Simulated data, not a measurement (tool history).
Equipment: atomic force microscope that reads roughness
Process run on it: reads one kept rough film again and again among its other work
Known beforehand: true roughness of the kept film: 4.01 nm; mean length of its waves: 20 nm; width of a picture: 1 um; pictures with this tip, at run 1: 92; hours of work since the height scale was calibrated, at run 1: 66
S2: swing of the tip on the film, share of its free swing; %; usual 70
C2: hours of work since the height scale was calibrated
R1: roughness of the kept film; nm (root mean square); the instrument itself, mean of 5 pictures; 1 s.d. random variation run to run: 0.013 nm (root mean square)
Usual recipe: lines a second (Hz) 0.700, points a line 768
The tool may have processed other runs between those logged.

{"run": 1, "hour": 0.0, "lines a second (Hz)": 0.7, "S2": 70, "points a line": 768, "pictures with this tip": 92, "C2": 66, "R1": 2.292}
{"run": 2, "hour": 7.8, "lines a second (Hz)": 0.7, "S2": 59, "points a line": 768, "pictures with this tip": 101, "C2": 70, "R1": 2.275}
{"run": 3, "hour": 17.7, "lines a second (Hz)": 0.7, "S2": 70, "points a line": 768, "pictures with this tip": 112, "C2": 76, "R1": 2.197}
{"run": 4, "hour": 24.8, "lines a second (Hz)": 0.7, "S2": 70, "points a line": 768, "pictures with this tip": 120, "C2": 80, "R1": 2.165}
{"run": 5, "hour": 35.7, "lines a second (Hz)": 0.793, "S2": 70, "points a line": 768, "pictures with this tip": 132, "C2": 86, "R1": 2.107}
{"run": 6, "hour": 48.6, "lines a second (Hz)": 0.7, "S2": 70, "points a line": 383, "pictures with this tip": 147, "C2": 93, "R1": 2.013}
{"run": 7, "hour": 56.2, "lines a second (Hz)": 0.7, "S2": 70, "points a line": 476, "pictures with this tip": 155, "C2": 97, "R1": 1.983}
{"run": 8, "hour": 67.5, "lines a second (Hz)": 3.819, "S2": 70, "points a line": 476, "pictures with this tip": 168, "C2": 104, "R1": 1.766}
{"hour": 71.2, "done": "new tip fitted"}
{"run": 9, "hour": 81.2, "lines a second (Hz)": 3.819, "S2": 70, "points a line": 476, "pictures with this tip": 11, "C2": 111, "R1": 2.654}
{"run": 10, "hour": 87.7, "lines a second (Hz)": 3.819, "S2": 79, "points a line": 476, "pictures with this tip": 18, "C2": 115, "R1": 2.43}
{"run": 11, "hour": 95.8, "lines a second (Hz)": 3.819, "S2": 79, "points a line": 476, "pictures with this tip": 27, "C2": 120, "R1": 2.382}
{"run": 12, "hour": 104.4, "lines a second (Hz)": 3.819, "S2": 79, "points a line": 476, "pictures with this tip": 37, "C2": 124, "R1": 2.31}
{"run": 13, "hour": 115.1, "lines a second (Hz)": 3.819, "S2": 79, "points a line": 721, "pictures with this tip": 49, "C2": 130, "R1": 2.211}
{"run": 14, "hour": 125.2, "lines a second (Hz)": 3.566, "S2": 77, "points a line": 676, "pictures with this tip": 60, "C2": 136, "R1": 2.234}
{"run": 15, "hour": 138.1, "lines a second (Hz)": 1.609, "S2": 56, "points a line": 676, "pictures with this tip": 75, "C2": 144, "R1": 2.495}
{"run": 16, "hour": 145.8, "lines a second (Hz)": 1.609, "S2": 56, "points a line": 676, "pictures with this tip": 84, "C2": 148, "R1": 2.429}
{"run": 17, "hour": 158.0, "lines a second (Hz)": 1.609, "S2": 56, "points a line": 676, "pictures with this tip": 97, "C2": 155, "R1": 2.368}
{"run": 18, "hour": 165.3, "lines a second (Hz)": 0.732, "S2": 82, "points a line": 955, "pictures with this tip": 106, "C2": 159, "R1": 2.243}
{"run": 19, "hour": 176.8, "lines a second (Hz)": 0.732, "S2": 82, "points a line": 955, "pictures with this tip": 118, "C2": 165, "R1": 2.183}
{"run": 20, "hour": 183.7, "lines a second (Hz)": 1.908, "S2": 72, "points a line": 939, "pictures with this tip": 126, "C2": 169, "R1": 2.081}
{"run": 21, "hour": 191.2, "lines a second (Hz)": 1.908, "S2": 72, "points a line": 939, "pictures with this tip": 135, "C2": 174, "R1": 2.059}
{"run": 22, "hour": 198.1, "lines a second (Hz)": 0.941, "S2": 68, "points a line": 687, "pictures with this tip": 142, "C2": 177, "R1": 2.093}
{"run": 23, "hour": 208.3, "lines a second (Hz)": 0.941, "S2": 68, "points a line": 687, "pictures with this tip": 154, "C2": 183, "R1": 2.035}
{"run": 24, "hour": 219.0, "lines a second (Hz)": 0.519, "S2": 67, "points a line": 400, "pictures with this tip": 166, "C2": 189, "R1": 1.996}
{"hour": 224.9, "done": "new tip fitted"}
{"run": 25, "hour": 233.1, "lines a second (Hz)": 1.589, "S2": 70, "points a line": 830, "pictures with this tip": 9, "C2": 197, "R1": 2.853}

5 options for the next run, each taken on its own from the tool as it stands now. Forecast them:
{"run": "A", "hour": 246.5, "lines a second (Hz)": 0.915, "S2": 88, "points a line": 353, "pictures with this tip": 24, "C2": 205, "R1": "?"}
{"run": "B", "hour": 246.5, "lines a second (Hz)": 3.303, "S2": 70, "points a line": 830, "pictures with this tip": 24, "C2": 205, "R1": "?"}
{"run": "C", "hour": 246.5, "lines a second (Hz)": 1.266, "S2": 71, "points a line": 670, "pictures with this tip": 24, "C2": 205, "R1": "?"}
{"run": "D", "hour": 246.5, "lines a second (Hz)": 0.743, "S2": 78, "points a line": 300, "pictures with this tip": 24, "C2": 205, "R1": "?"}
{"run": "E", "hour": 246.5, "lines a second (Hz)": 0.925, "S2": 77, "points a line": 280, "pictures with this tip": 24, "C2": 205, "R1": "?"}

run=A R1=2.631
run=B R1=2.593
run=C R1=2.770
run=D R1=2.714
run=E R1=2.687
Stripped of hidden state, with their random variation kept, the same runs would have yielded:
run=A R1=2.852
run=B R1=2.810
run=C R1=3.002
run=D R1=2.940
run=E R1=2.912

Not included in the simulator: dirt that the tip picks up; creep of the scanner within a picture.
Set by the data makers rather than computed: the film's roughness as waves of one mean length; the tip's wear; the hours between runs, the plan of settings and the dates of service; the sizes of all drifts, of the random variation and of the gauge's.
